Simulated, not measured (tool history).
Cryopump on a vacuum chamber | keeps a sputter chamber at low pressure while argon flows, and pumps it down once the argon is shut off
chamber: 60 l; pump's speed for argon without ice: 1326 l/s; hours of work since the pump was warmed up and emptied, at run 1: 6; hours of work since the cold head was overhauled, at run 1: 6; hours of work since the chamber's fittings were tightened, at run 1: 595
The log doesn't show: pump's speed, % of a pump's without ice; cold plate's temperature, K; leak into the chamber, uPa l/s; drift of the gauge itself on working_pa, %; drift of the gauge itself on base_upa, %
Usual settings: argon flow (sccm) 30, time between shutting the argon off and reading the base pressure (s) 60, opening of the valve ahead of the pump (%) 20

run,hour,argon flow (sccm),time between shutting the argon off and reading the base pressure (s),opening of the valve ahead of the pump (%),hours of work since the pump was warmed up and emptied,hours of work since the cold head was overhauled,hours of work since the chamber's fittings were tightened,pressure while argon flows (Pa),pressure after the wait (uPa)
1,0.0,30,60,20,6,6,595,0.1906,1.19
2,8.8,30,60,20,12,12,601,0.1902,1.23
3,23.6,30,60,20,21,21,611,0.1912,1.19
4,30.7,27,60,20,26,26,615,0.1715,1.23
5,43.3,27,60,20,34,34,623,0.1732,1.24
6,56.0,27,60,20,42,42,632,0.1737,1.23
7,64.5,30,60,20,48,48,637,0.1925,1.21
8,77.3,30,60,20,56,56,645,0.1927,1.24
9,90.6,30,60,20,65,65,654,0.1931,1.29
10,104.5,30,60,20,74,74,663,0.1920,1.19
11,116.2,30,60,20,81,81,670,0.1930,1.25
12,125.3,30,60,20,87,87,676,0.1918,1.25
13,137.4,23,60,20,95,95,684,0.1474,1.23
14,150.6,23,60,20,103,103,693,0.1471,1.22
15,163.0,23,60,20,111,111,701,0.1480,1.26
16,171.0,30,22,20,116,116,706,0.1939,2.59
17,185.2,30,197,20,126,126,715,0.1941,0.76
18,193.0,12,25,47,131,131,720,0.0332,2.29
19,207.3,53,48,22,140,140,729,0.3115,1.44
20,218.6,26,48,22,147,147,736,0.1522,1.44
21,228.1,15,183,22,153,153,743,0.0880,0.78
22,236.1,21,60,23,158,158,748,0.1184,1.33
23,250.6,21,60,23,168,168,757,0.1179,1.27
24,258.9,21,60,23,173,173,762,0.1175,1.29
25,267.5,13,150,18,179,179,768,0.0933,0.83
26,275.7,30,60,52,184,184,773,0.0768,1.28
27,287.8,34,144,15,192,192,781,0.2934,0.80
28,296.0,41,101,26,197,197,786,0.2057,0.95
29,309.3,56,48,29,206,206,795,0.2531,1.51
30,321.9,20,106,24,214,214,803,0.1088,0.99
31,331.1,20,103,31,220,220,809,0.0848,1.01
32,343.1,20,289,39,227,227,817,0.0679,0.69
33,358.0,38,67,18,237,237,826,0.2760,1.22
34,373.1,38,67,18,247,247,836,0.2762,1.26

Some steps in pressure while argon flows (Pa) between neighbouring runs. How much of each would the tool show without its hidden state too (settings, what came in, random variation), and how much is left for the hidden state, with any gauge scatter that isn't in both results?
Run 18 -> 19: argon flow (sccm) 12 -> 53, time between shutting the argon off and reading the base pressure (s) 25 -> 48, opening of the valve ahead of the pump (%) 47 -> 22. pressure while argon flows (Pa) +0.2783: hidden state +0.0036, all else +0.2747.
Run 26 -> 27: argon flow (sccm) 30 -> 34, time between shutting the argon off and reading the base pressure (s) 60 -> 144, opening of the valve ahead of the pump (%) 52 -> 15. pressure while argon flows (Pa) +0.2166: hidden state +0.0006, all else +0.2160.
Run 29 -> 30: argon flow (sccm) 56 -> 20, time between shutting the argon off and reading the base pressure (s) 48 -> 106, opening of the valve ahead of the pump (%) 29 -> 24. pressure while argon flows (Pa) -0.1443: hidden state -0.0043, all else -0.1400.
Run 32 -> 33: argon flow (sccm) 20 -> 38, time between shutting the argon off and reading the base pressure (s) 289 -> 67, opening of the valve ahead of the pump (%) 39 -> 18. pressure while argon flows (Pa) +0.2081: hidden state +0.0027, all else +0.2054.
